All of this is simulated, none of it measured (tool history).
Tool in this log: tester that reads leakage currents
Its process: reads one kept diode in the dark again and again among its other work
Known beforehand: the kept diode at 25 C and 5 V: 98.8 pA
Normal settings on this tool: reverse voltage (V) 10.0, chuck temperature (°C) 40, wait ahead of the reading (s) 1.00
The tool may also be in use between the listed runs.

run,day,reverse voltage (V),chuck temperature (°C),wait ahead of the reading (s),current that the tester gives (pA)
1,0.000,10.0,40,1.00,399.15
2,9.367,10.0,40,1.00,401.14
3,18.192,10.0,40,1.00,404.25
# day 20.721: probe card cleaned and baked
4,25.171,10.0,40,1.00,401.03
5,37.204,10.0,40,1.00,406.90
6,47.275,10.0,40,1.00,410.87
7,56.950,10.0,40,1.00,415.80
# day 62.567: chuck's temperature calibrated
8,64.154,10.0,40,2.59,428.59
9,76.050,10.0,40,4.01,432.23
10,81.688,10.0,40,1.41,437.19
11,88.254,10.0,40,1.41,438.74
12,97.504,10.0,40,1.41,444.41
13,108.683,10.0,40,1.41,448.94
14,115.200,10.0,40,1.41,454.78
# day 125.033: chuck's temperature calibrated
15,127.004,10.0,40,4.59,411.02
# day 127.975: chuck's temperature calibrated, once more
16,133.467,10.0,40,4.59,406.94
# day 134.204: probe card cleaned and baked
17,144.146,10.0,40,4.59,404.36
18,150.200,10.0,40,4.59,405.65
19,161.225,10.0,40,4.59,408.76
# day 167.350: tester calibrated
20,168.408,10.0,40,1.00,402.34
21,175.262,14.1,37,1.00,393.73
22,185.300,3.7,33,0.68,162.46
# day 190.854: chuck's temperature calibrated
23,194.517,1.5,32,4.05,94.99
24,204.704,17.7,33,3.82,330.03
25,209.775,1.5,40,3.74,166.43
26,219.238,3.0,40,1.67,231.37
27,224.462,14.9,21,5.67,135.56
28,236.079,14.9,21,5.67,139.30
# day 247.979: probe card cleaned and baked
29,248.204,14.9,33,1.36,310.10
# day 253.354: chuck's temperature calibrated
30,257.108,4.5,24,1.84,89.64
31,265.104,12.4,26,2.19,166.83
32,273.512,10.0,40,3.28,400.28
33,278.600,10.0,22,3.28,115.35
34,287.929,1.2,33,3.55,94.83
35,299.271,2.3,33,3.55,129.22
36,310.625,3.1,27,6.99,98.60
# day 315.704: chuck's temperature calibrated
37,321.954,3.1,27,6.99,96.39
38,333.288,3.1,27,0.88,98.24
39,339.246,3.1,27,0.88,99.22

Alternative continuations, all from the tool just after run 39; predict every row:
A,346.762,7.8,40,1.00,?
B,346.762,2.5,27,0.88,?
C,346.762,3.9,27,0.88,?
D,346.762,6.0,48,7.61,?

run,current that the tester gives (pA)
A,370.69
B,89.90
C,111.10
D,549.34
What these runs would have given with no unlogged condition in the tool:
run,current that the tester gives (pA)
A,347.48
B,83.68
C,102.84
D,519.35
